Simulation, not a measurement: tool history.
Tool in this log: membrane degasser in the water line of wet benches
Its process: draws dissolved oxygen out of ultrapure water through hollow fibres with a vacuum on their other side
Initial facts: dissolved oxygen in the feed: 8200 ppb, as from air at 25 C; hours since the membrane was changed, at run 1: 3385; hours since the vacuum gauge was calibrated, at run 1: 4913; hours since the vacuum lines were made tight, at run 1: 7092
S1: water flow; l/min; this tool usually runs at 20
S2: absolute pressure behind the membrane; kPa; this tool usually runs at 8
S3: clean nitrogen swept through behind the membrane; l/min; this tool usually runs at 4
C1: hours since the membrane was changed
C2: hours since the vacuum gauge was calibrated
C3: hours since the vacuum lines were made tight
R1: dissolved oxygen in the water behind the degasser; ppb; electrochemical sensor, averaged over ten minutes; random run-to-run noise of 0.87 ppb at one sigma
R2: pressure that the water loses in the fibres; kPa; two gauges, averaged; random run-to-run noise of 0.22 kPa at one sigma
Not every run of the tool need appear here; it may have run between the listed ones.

Run 1, hour 0: usual settings; C1 3385; C2 4913; C3 7092. Result: R1 89.3 ppb, R2 55.11 kPa.
At hour 43.2: vacuum gauge calibrated.
Run 2, hour 57.9: usual settings but S1 12 l/min; C1 3442; C2 15; C3 7150. Result: R1 44 ppb, R2 33.38 kPa.
Run 3, hour 122.5: usual settings but S1 19 l/min; C1 3507; C2 79; C3 7214. Result: R1 82.2 ppb, R2 52.4 kPa.
Run 4, hour 181.7: usual settings but S1 19 l/min; C1 3566; C2 139; C3 7273. Result: R1 83.4 ppb, R2 52.96 kPa.
Run 5, hour 258.5: usual settings but S1 19 l/min; C1 3643; C2 215; C3 7350. Result: R1 83.7 ppb, R2 53.31 kPa.
Run 6, hour 357.3: usual settings but S1 19 l/min; C1 3741; C2 314; C3 7449. Result: R1 84.2 ppb, R2 52.5 kPa.
At hour 378.7: vacuum gauge calibrated, once more.
Run 7, hour 444.6: usual settings but S2 8.87 kPa; C1 3828; C2 66; C3 7536. Result: R1 98.8 ppb, R2 55.57 kPa.
Run 8, hour 502.8: usual settings; C1 3886; C2 124; C3 7594. Result: R1 90.7 ppb, R2 55.86 kPa.
Run 9, hour 619.5: usual settings; C1 4003; C2 241; C3 7711. Result: R1 91.6 ppb, R2 56.02 kPa.
At hour 645.6: seals of the vacuum lines changed.
Run 10, hour 707.6: usual settings but S1 28 l/min; C1 4089; C2 327; C3 62. Result: R1 148.1 ppb, R2 77.79 kPa.
Run 11, hour 796.4: usual settings but S1 28 l/min; C1 4178; C2 416; C3 151. Result: R1 148.1 ppb, R2 77.82 kPa.
Run 12, hour 853.5: usual settings but S1 28 l/min; C1 4235; C2 473; C3 208. Result: R1 148 ppb, R2 78.39 kPa.
Run 13, hour 925.4: usual settings but S1 18 l/min; C1 4307; C2 545; C3 280. Result: R1 76.6 ppb, R2 50.46 kPa.
Run 14, hour 1001.9: usual settings but S1 29 l/min; C1 4384; C2 621; C3 356. Result: R1 158.7 ppb, R2 81.39 kPa.
Run 15, hour 1103.3: usual settings but S1 12 l/min, S2 5.43 kPa, S3 1.81 l/min; C1 4485; C2 723; C3 458. Result: R1 44 ppb, R2 33.74 kPa.
Run 16, hour 1187.8: usual settings but S1 12 l/min, S2 5.43 kPa, S3 1.81 l/min; C1 4569; C2 807; C3 542. Result: R1 44.4 ppb, R2 33.7 kPa.
Run 17, hour 1237: usual settings but S1 12 l/min, S2 5.43 kPa, S3 1.81 l/min; C1 4619; C2 856; C3 591. Result: R1 43.8 ppb, R2 33.98 kPa.

Predict the results of run 18:
Run 18, hour 1352.2: usual settings but S1 27 l/min; C1 4734; C2 971; C3 707. Result: R1 ?, R2 ?.

Run 18 produced R1 141.8 ppb, R2 75.59 kPa.
With the hidden condition absent and the run-to-run variation left alone, this run would have shown R1 125.6 ppb, R2 71.64 kPa.

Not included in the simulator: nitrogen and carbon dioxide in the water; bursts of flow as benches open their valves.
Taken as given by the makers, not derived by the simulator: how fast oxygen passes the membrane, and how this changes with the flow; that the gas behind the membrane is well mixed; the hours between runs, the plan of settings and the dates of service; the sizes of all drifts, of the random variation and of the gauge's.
